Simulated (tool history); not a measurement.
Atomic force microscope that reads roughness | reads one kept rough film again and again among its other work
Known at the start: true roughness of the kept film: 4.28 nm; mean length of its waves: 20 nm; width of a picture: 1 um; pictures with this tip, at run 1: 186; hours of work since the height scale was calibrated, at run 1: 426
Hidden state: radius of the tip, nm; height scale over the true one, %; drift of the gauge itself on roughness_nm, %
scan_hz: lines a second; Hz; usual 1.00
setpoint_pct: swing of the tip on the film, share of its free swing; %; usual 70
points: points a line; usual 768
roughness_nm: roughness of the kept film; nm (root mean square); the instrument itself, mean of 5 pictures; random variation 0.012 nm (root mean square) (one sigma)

| run | hour | scan_hz | setpoint_pct | points | pictures with this tip | hours of work since the height scale was calibrated | roughness_nm |
|---|---|---|---|---|---|---|---|
| 1 | 0.0 | 1.00 | 70 | 768 | 186 | 426 | 1.529 |
|  | 7.9 | new tip fitted |
| 2 | 14.2 | 1.00 | 70 | 768 | 8 | 434 | 2.683 |
| 3 | 33.3 | 1.00 | 58 | 768 | 30 | 446 | 2.581 |
| 4 | 63.0 | 1.00 | 69 | 768 | 65 | 465 | 2.226 |
| 5 | 77.2 | 1.00 | 56 | 768 | 82 | 474 | 2.147 |
| 6 | 92.7 | 1.00 | 56 | 768 | 100 | 483 | 2.031 |
| 7 | 111.4 | 1.00 | 56 | 554 | 122 | 495 | 1.911 |
| 8 | 140.7 | 1.00 | 56 | 554 | 156 | 513 | 1.734 |
| 9 | 153.9 | 1.00 | 56 | 554 | 172 | 521 | 1.654 |
| 10 | 171.4 | 1.00 | 56 | 554 | 192 | 532 | 1.574 |
|  | 173.5 | new tip fitted |
| 11 | 199.9 | 1.00 | 56 | 554 | 31 | 550 | 2.592 |
| 12 | 221.6 | 1.00 | 70 | 450 | 56 | 563 | 2.274 |
| 13 | 250.7 | 1.00 | 70 | 768 | 90 | 581 | 2.022 |
| 14 | 265.8 | 1.00 | 70 | 768 | 108 | 590 | 1.920 |
| 15 | 282.1 | 0.56 | 61 | 768 | 127 | 601 | 1.897 |
| 16 | 297.6 | 1.00 | 87 | 792 | 146 | 610 | 1.597 |
| 17 | 319.4 | 1.00 | 57 | 273 | 171 | 624 | 1.621 |
|  | 339.8 | new tip fitted |
| 18 | 348.9 | 1.00 | 57 | 273 | 11 | 642 | 2.698 |
| 19 | 367.4 | 1.40 | 67 | 1022 | 33 | 653 | 2.427 |
| 20 | 381.9 | 1.40 | 67 | 1022 | 50 | 662 | 2.313 |
| 21 | 412.7 | 2.25 | 71 | 707 | 86 | 681 | 1.898 |
| 22 | 425.5 | 1.92 | 71 | 707 | 101 | 689 | 1.844 |
| 23 | 455.4 | 2.15 | 82 | 768 | 136 | 708 | 1.503 |
| 24 | 474.8 | 1.00 | 61 | 768 | 159 | 720 | 1.703 |
| 25 | 488.0 | 1.00 | 59 | 322 | 174 | 728 | 1.639 |

4 ways to go on from here, each from the tool as it stands after run 25. What would each give?
| A | 501.6 | 0.77 | 90 | 912 | 190 | 737 | ? |
| B | 501.6 | 1.00 | 72 | 463 | 190 | 737 | ? |
| C | 501.6 | 1.81 | 70 | 428 | 190 | 737 | ? |
| D | 501.6 | 1.00 | 60 | 288 | 190 | 737 | ? |

| run | roughness_nm |
|---|---|
| A | 1.460 |
| B | 1.510 |
| C | 1.474 |
| D | 1.552 |
Without the tool's hidden state the same runs would have given:
| run | roughness_nm |
|---|---|
| A | 2.654 |
| B | 2.750 |
| C | 2.677 |
| D | 2.820 |
